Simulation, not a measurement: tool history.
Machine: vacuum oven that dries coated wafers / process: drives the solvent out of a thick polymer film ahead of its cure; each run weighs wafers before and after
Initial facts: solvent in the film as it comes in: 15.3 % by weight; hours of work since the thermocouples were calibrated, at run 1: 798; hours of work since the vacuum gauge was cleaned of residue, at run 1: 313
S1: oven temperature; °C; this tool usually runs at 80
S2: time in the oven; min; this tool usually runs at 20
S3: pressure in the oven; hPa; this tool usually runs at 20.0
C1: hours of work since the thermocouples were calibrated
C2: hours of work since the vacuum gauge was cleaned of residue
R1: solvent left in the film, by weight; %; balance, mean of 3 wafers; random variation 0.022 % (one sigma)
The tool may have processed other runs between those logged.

{"run": 1, "hour": 0.0, "S1": 80, "S2": 20, "S3": 20.0, "C1": 798, "C2": 313, "R1": 1.47}
{"run": 2, "hour": 31.4, "S1": 80, "S2": 20, "S3": 33.2, "C1": 815, "C2": 329, "R1": 1.99}
{"run": 3, "hour": 58.6, "S1": 80, "S2": 20, "S3": 20.0, "C1": 829, "C2": 343, "R1": 1.5}
{"hour": 77.9, "done": "oven's thermocouples calibrated"}
{"run": 4, "hour": 81.2, "S1": 80, "S2": 20, "S3": 20.0, "C1": 2, "C2": 354, "R1": 1.52}
{"run": 5, "hour": 111.5, "S1": 80, "S2": 20, "S3": 20.0, "C1": 17, "C2": 370, "R1": 1.54}
{"run": 6, "hour": 136.1, "S1": 80, "S2": 20, "S3": 20.0, "C1": 30, "C2": 382, "R1": 1.54}
{"run": 7, "hour": 167.3, "S1": 80, "S2": 20, "S3": 20.0, "C1": 46, "C2": 398, "R1": 1.51}
{"run": 8, "hour": 186.6, "S1": 95, "S2": 20, "S3": 20.0, "C1": 56, "C2": 408, "R1": 0.49}
{"hour": 208.7, "done": "oven's thermocouples calibrated, once more"}
{"run": 9, "hour": 228.8, "S1": 80, "S2": 20, "S3": 12.4, "C1": 10, "C2": 429, "R1": 1.12}
{"run": 10, "hour": 256.5, "S1": 80, "S2": 20, "S3": 12.4, "C1": 25, "C2": 444, "R1": 1.13}
{"run": 11, "hour": 285.4, "S1": 80, "S2": 20, "S3": 20.0, "C1": 40, "C2": 459, "R1": 1.39}
{"run": 12, "hour": 308.4, "S1": 80, "S2": 20, "S3": 20.0, "C1": 52, "C2": 470, "R1": 1.46}
{"run": 13, "hour": 327.0, "S1": 80, "S2": 20, "S3": 20.0, "C1": 61, "C2": 480, "R1": 1.41}
{"run": 14, "hour": 363.1, "S1": 80, "S2": 20, "S3": 20.0, "C1": 80, "C2": 499, "R1": 1.4}
{"run": 15, "hour": 380.6, "S1": 80, "S2": 20, "S3": 20.0, "C1": 89, "C2": 508, "R1": 1.38}
{"run": 16, "hour": 418.7, "S1": 73, "S2": 20, "S3": 20.0, "C1": 109, "C2": 528, "R1": 3.17}
{"run": 17, "hour": 441.2, "S1": 73, "S2": 31, "S3": 20.0, "C1": 120, "C2": 539, "R1": 1.89}
{"run": 18, "hour": 464.9, "S1": 73, "S2": 31, "S3": 20.0, "C1": 133, "C2": 551, "R1": 1.93}
{"run": 19, "hour": 506.0, "S1": 79, "S2": 20, "S3": 20.0, "C1": 154, "C2": 573, "R1": 1.6}
{"run": 20, "hour": 546.1, "S1": 79, "S2": 28, "S3": 20.0, "C1": 175, "C2": 593, "R1": 1.12}
{"run": 21, "hour": 582.2, "S1": 79, "S2": 28, "S3": 20.0, "C1": 193, "C2": 612, "R1": 1.12}
{"run": 22, "hour": 608.1, "S1": 79, "S2": 21, "S3": 20.0, "C1": 207, "C2": 626, "R1": 1.54}
{"run": 23, "hour": 640.2, "S1": 93, "S2": 29, "S3": 41.4, "C1": 223, "C2": 642, "R1": 1.01}
{"run": 24, "hour": 666.5, "S1": 93, "S2": 29, "S3": 41.4, "C1": 237, "C2": 656, "R1": 0.96}
{"run": 25, "hour": 696.1, "S1": 93, "S2": 29, "S3": 41.4, "C1": 252, "C2": 671, "R1": 1.03}
{"run": 26, "hour": 718.5, "S1": 93, "S2": 29, "S3": 12.4, "C1": 264, "C2": 683, "R1": 0.35}
{"run": 27, "hour": 758.1, "S1": 93, "S2": 29, "S3": 12.4, "C1": 284, "C2": 703, "R1": 0.33}
{"run": 28, "hour": 780.9, "S1": 93, "S2": 29, "S3": 12.4, "C1": 296, "C2": 715, "R1": 0.37}
{"run": 29, "hour": 812.6, "S1": 78, "S2": 28, "S3": 60.8, "C1": 313, "C2": 731, "R1": 2.86}
{"run": 30, "hour": 835.4, "S1": 78, "S2": 28, "S3": 60.8, "C1": 324, "C2": 743, "R1": 2.87}
{"run": 31, "hour": 868.9, "S1": 80, "S2": 20, "S3": 19.0, "C1": 342, "C2": 761, "R1": 1.46}
{"run": 32, "hour": 903.7, "S1": 89, "S2": 29, "S3": 46.6, "C1": 360, "C2": 779, "R1": 1.33}
{"run": 33, "hour": 931.5, "S1": 70, "S2": 24, "S3": 15.8, "C1": 374, "C2": 793, "R1": 3.48}
{"run": 34, "hour": 971.6, "S1": 82, "S2": 23, "S3": 28.7, "C1": 395, "C2": 814, "R1": 1.29}
{"run": 35, "hour": 995.0, "S1": 82, "S2": 23, "S3": 28.7, "C1": 407, "C2": 826, "R1": 1.3}
{"run": 36, "hour": 1017.5, "S1": 80, "S2": 11, "S3": 20.0, "C1": 419, "C2": 838, "R1": 3.22}

Predict each of these 3 candidate next runs independently; none follows another, all start after run 36:
{"run": "A", "hour": 1043.8, "S1": 82, "S2": 20, "S3": 71.1, "C1": 432, "C2": 851, "R1": "?"}
{"run": "B", "hour": 1043.8, "S1": 80, "S2": 26, "S3": 20.0, "C1": 432, "C2": 851, "R1": "?"}
{"run": "C", "hour": 1043.8, "S1": 80, "S2": 23, "S3": 20.0, "C1": 432, "C2": 851, "R1": "?"}

run=A R1=2.93
run=B R1=1.09
run=C R1=1.29
Without the tool's hidden state the same runs would have given:
run=A R1=2.71
run=B R1=0.92
run=C R1=1.10

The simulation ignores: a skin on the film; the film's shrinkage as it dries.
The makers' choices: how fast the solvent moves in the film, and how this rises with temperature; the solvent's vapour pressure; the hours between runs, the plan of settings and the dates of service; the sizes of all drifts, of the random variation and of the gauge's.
